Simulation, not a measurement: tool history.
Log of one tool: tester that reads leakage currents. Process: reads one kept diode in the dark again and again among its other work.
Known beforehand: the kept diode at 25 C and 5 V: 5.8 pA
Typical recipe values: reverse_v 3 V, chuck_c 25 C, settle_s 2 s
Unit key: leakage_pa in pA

{"run": 1, "hour": 0.0, "reverse_v": 3, "chuck_c": 25, "settle_s": 2, "leakage_pa": 4.7}
{"run": 2, "hour": 159.4, "reverse_v": 3, "chuck_c": 25, "settle_s": 2, "leakage_pa": 4.69}
{"run": 3, "hour": 282.3, "reverse_v": 1.75, "chuck_c": 25, "settle_s": 2, "leakage_pa": 3.53}
{"run": 4, "hour": 359.9, "reverse_v": 1.78, "chuck_c": 25, "settle_s": 2, "leakage_pa": 3.6}
{"run": 5, "hour": 457.7, "reverse_v": 3, "chuck_c": 25, "settle_s": 2, "leakage_pa": 4.74}
{"run": 6, "hour": 532.9, "reverse_v": 3, "chuck_c": 25, "settle_s": 0.92, "leakage_pa": 4.86}
{"hour": 589.8, "done": "probe card cleaned and baked"}
{"run": 7, "hour": 667.4, "reverse_v": 3, "chuck_c": 25, "settle_s": 0.92, "leakage_pa": 4.86}
{"run": 8, "hour": 792.1, "reverse_v": 3, "chuck_c": 25, "settle_s": 0.92, "leakage_pa": 4.82}
{"run": 9, "hour": 938.6, "reverse_v": 3, "chuck_c": 25, "settle_s": 0.92, "leakage_pa": 4.97}
{"hour": 968.3, "done": "tester calibrated"}
{"run": 10, "hour": 1010.5, "reverse_v": 3, "chuck_c": 26, "settle_s": 2, "leakage_pa": 5.06}
{"run": 11, "hour": 1107.3, "reverse_v": 1.49, "chuck_c": 25, "settle_s": 2, "leakage_pa": 3.3}
{"run": 12, "hour": 1192.0, "reverse_v": 1.49, "chuck_c": 25, "settle_s": 2, "leakage_pa": 3.24}
{"run": 13, "hour": 1358.0, "reverse_v": 1.49, "chuck_c": 25, "settle_s": 2, "leakage_pa": 3.19}
{"hour": 1438.2, "done": "chuck's temperature calibrated"}
{"run": 14, "hour": 1528.7, "reverse_v": 1.49, "chuck_c": 25, "settle_s": 2, "leakage_pa": 3.25}
{"run": 15, "hour": 1599.5, "reverse_v": 1.49, "chuck_c": 25, "settle_s": 2, "leakage_pa": 3.24}
{"run": 16, "hour": 1762.4, "reverse_v": 3, "chuck_c": 25, "settle_s": 0.87, "leakage_pa": 4.79}
{"run": 17, "hour": 1919.9, "reverse_v": 3.35, "chuck_c": 25, "settle_s": 4.06, "leakage_pa": 4.82}
{"run": 18, "hour": 2060.1, "reverse_v": 12.25, "chuck_c": 20, "settle_s": 0.46, "leakage_pa": 8.66}
{"run": 19, "hour": 2158.4, "reverse_v": 9.14, "chuck_c": 49, "settle_s": 2, "leakage_pa": 49.84}
{"run": 20, "hour": 2317.3, "reverse_v": 9.14, "chuck_c": 49, "settle_s": 2, "leakage_pa": 49.9}
{"run": 21, "hour": 2436.1, "reverse_v": 15.44, "chuck_c": 49, "settle_s": 0.36, "leakage_pa": 68.3}
{"run": 22, "hour": 2544.5, "reverse_v": 5.03, "chuck_c": 21, "settle_s": 0.34, "leakage_pa": 5.46}
{"run": 23, "hour": 2671.5, "reverse_v": 3, "chuck_c": 28, "settle_s": 2.96, "leakage_pa": 5.91}
{"run": 24, "hour": 2839.1, "reverse_v": 18.58, "chuck_c": 58, "settle_s": 1.11, "leakage_pa": 131.73}
{"run": 25, "hour": 3002.4, "reverse_v": 9.95, "chuck_c": 25, "settle_s": 0.45, "leakage_pa": 10.45}
{"run": 26, "hour": 3083.9, "reverse_v": 3, "chuck_c": 30, "settle_s": 1.4, "leakage_pa": 7.03}
{"hour": 3169.5, "done": "chuck's temperature calibrated"}
{"run": 27, "hour": 3189.8, "reverse_v": 3, "chuck_c": 30, "settle_s": 1.4, "leakage_pa": 7.06}

Alternative continuations, all from the tool just after run 27; predict every row:
{"run": "A", "hour": 3296.8, "reverse_v": 1.12, "chuck_c": 39, "settle_s": 2, "leakage_pa": "?"}
{"run": "B", "hour": 3296.8, "reverse_v": 3, "chuck_c": 27, "settle_s": 4.15, "leakage_pa": "?"}
{"run": "C", "hour": 3296.8, "reverse_v": 3, "chuck_c": 44, "settle_s": 0.35, "leakage_pa": "?"}
{"run": "D", "hour": 3296.8, "reverse_v": 1.05, "chuck_c": 25, "settle_s": 2, "leakage_pa": "?"}
{"run": "E", "hour": 3296.8, "reverse_v": 2.49, "chuck_c": 25, "settle_s": 1.55, "leakage_pa": "?"}

run=A leakage_pa=8.57
run=B leakage_pa=5.42
run=C leakage_pa=20.7
run=D leakage_pa=2.71
run=E leakage_pa=4.38
With the hidden condition removed and each run's random variation left untouched, the same runs would have given:
run=A leakage_pa=8.57
run=B leakage_pa=5.42
run=C leakage_pa=20.69
run=D leakage_pa=2.7
run=E leakage_pa=4.38

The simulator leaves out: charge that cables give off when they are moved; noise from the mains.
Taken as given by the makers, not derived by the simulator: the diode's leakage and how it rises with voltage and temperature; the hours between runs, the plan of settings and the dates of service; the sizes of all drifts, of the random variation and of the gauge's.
